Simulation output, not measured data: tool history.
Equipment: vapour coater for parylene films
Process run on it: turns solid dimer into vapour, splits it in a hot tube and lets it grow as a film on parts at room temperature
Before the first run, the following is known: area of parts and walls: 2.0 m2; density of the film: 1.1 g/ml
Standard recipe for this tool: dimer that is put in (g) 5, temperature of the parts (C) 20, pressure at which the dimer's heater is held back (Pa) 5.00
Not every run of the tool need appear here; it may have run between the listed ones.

run    day  dimer that is put in (g)  temperature of the parts (C)  pressure at which the dimer's heater is held back (Pa)  thickness of the film (um)
  1  0.000                         5                            20                                                    5.00                        1.24
  2  1.046                         5                            20                                                    5.00                        1.22
  3  1.892                         5                            20                                                    7.56                        1.20
  4  2.396                         5                            20                                                    3.94                        1.21
  5  2.996                         5                            15                                                    5.00                        1.47
  6  3.917                         5                            20                                                    5.00                        1.20
  7  4.588                         6                            20                                                    5.00                        1.45
  8  5.704                         6                            20                                                    5.00                        1.48
  9  6.712                         6                            20                                                    5.00                        1.43
 10  7.271                         5                            20                                                    2.92                        1.27
 11  8.342                         5                            20                                                    2.92                        1.27

Each row is a separate what-if for the run after 11, all from the same tool condition, not one after another. Results?
  A  8.842                         9                            12                                                    5.00                           ?
  B  8.842                         5                            13                                                    5.87                           ?
  C  8.842                         8                            24                                                    8.73                           ?
  D  8.842                         5                            21                                                    5.00                           ?
  E  8.842                         4                            14                                                    4.78                           ?

run  thickness of the film (um)
  A                        2.91
  B                        1.53
  C                        1.51
  D                        1.18
  E                        1.17
Stripped of hidden state, with their random variation kept, the same runs would have yielded:
run  thickness of the film (um)
  A                        3.10
  B                        1.63
  C                        1.62
  D                        1.26
  E                        1.25
